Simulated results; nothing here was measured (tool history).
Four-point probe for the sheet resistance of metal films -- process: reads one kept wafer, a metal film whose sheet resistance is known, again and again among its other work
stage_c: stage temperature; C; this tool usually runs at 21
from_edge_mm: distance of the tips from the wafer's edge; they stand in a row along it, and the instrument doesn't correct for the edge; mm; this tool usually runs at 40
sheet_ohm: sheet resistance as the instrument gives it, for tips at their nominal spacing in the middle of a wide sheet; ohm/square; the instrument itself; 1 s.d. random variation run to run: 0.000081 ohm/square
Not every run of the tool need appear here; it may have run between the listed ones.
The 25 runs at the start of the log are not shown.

{"hour": 770.1, "done": "stage's thermometer calibrated, once more"}
{"run": 26, "hour": 778.2, "stage_c": 21, "from_edge_mm": 4, "sheet_ohm": 0.417492}
{"run": 27, "hour": 804.1, "stage_c": 27, "from_edge_mm": 10, "sheet_ohm": 0.407697}
{"run": 28, "hour": 847.2, "stage_c": 27, "from_edge_mm": 10, "sheet_ohm": 0.407544}
{"run": 29, "hour": 884.6, "stage_c": 25, "from_edge_mm": 5, "sheet_ohm": 0.413692}
{"run": 30, "hour": 923.5, "stage_c": 21, "from_edge_mm": 35, "sheet_ohm": 0.404452}
{"run": 31, "hour": 955.8, "stage_c": 32, "from_edge_mm": 13, "sheet_ohm": 0.407732}
{"run": 32, "hour": 981.6, "stage_c": 32, "from_edge_mm": 9, "sheet_ohm": 0.40909}
{"run": 33, "hour": 1021.0, "stage_c": 27, "from_edge_mm": 40, "sheet_ohm": 0.405614}
{"run": 34, "hour": 1061.7, "stage_c": 27, "from_edge_mm": 40, "sheet_ohm": 0.405501}
{"run": 35, "hour": 1104.2, "stage_c": 19, "from_edge_mm": 66, "sheet_ohm": 0.403753}
{"run": 36, "hour": 1130.9, "stage_c": 33, "from_edge_mm": 64, "sheet_ohm": 0.406471}
{"run": 37, "hour": 1168.3, "stage_c": 33, "from_edge_mm": 64, "sheet_ohm": 0.406386}
{"run": 38, "hour": 1200.2, "stage_c": 33, "from_edge_mm": 64, "sheet_ohm": 0.406307}
{"run": 39, "hour": 1230.3, "stage_c": 33, "from_edge_mm": 64, "sheet_ohm": 0.406343}
{"run": 40, "hour": 1257.7, "stage_c": 33, "from_edge_mm": 19, "sheet_ohm": 0.406871}
{"run": 41, "hour": 1299.2, "stage_c": 21, "from_edge_mm": 20, "sheet_ohm": 0.40471}
{"run": 42, "hour": 1327.2, "stage_c": 21, "from_edge_mm": 20, "sheet_ohm": 0.404634}
{"run": 43, "hour": 1362.2, "stage_c": 30, "from_edge_mm": 3, "sheet_ohm": 0.428525}
{"run": 44, "hour": 1391.9, "stage_c": 25, "from_edge_mm": 6, "sheet_ohm": 0.411014}
{"run": 45, "hour": 1418.5, "stage_c": 31, "from_edge_mm": 16, "sheet_ohm": 0.406654}

Consider 3 possible next runs. They are alternatives, not a sequence: every one starts from the tool as it was left by run 45. What does each give?
{"run": "A", "hour": 1443.0, "stage_c": 24, "from_edge_mm": 17, "sheet_ohm": "?"}
{"run": "B", "hour": 1443.0, "stage_c": 21, "from_edge_mm": 37, "sheet_ohm": "?"}
{"run": "C", "hour": 1443.0, "stage_c": 29, "from_edge_mm": 40, "sheet_ohm": "?"}

run=A sheet_ohm=0.405423
run=B sheet_ohm=0.404226
run=C sheet_ohm=0.40571
Take away the tool's hidden state, keep each run's random variation, and the runs would have read:
run=A sheet_ohm=0.407174
run=B sheet_ohm=0.405975
run=C sheet_ohm=0.407459
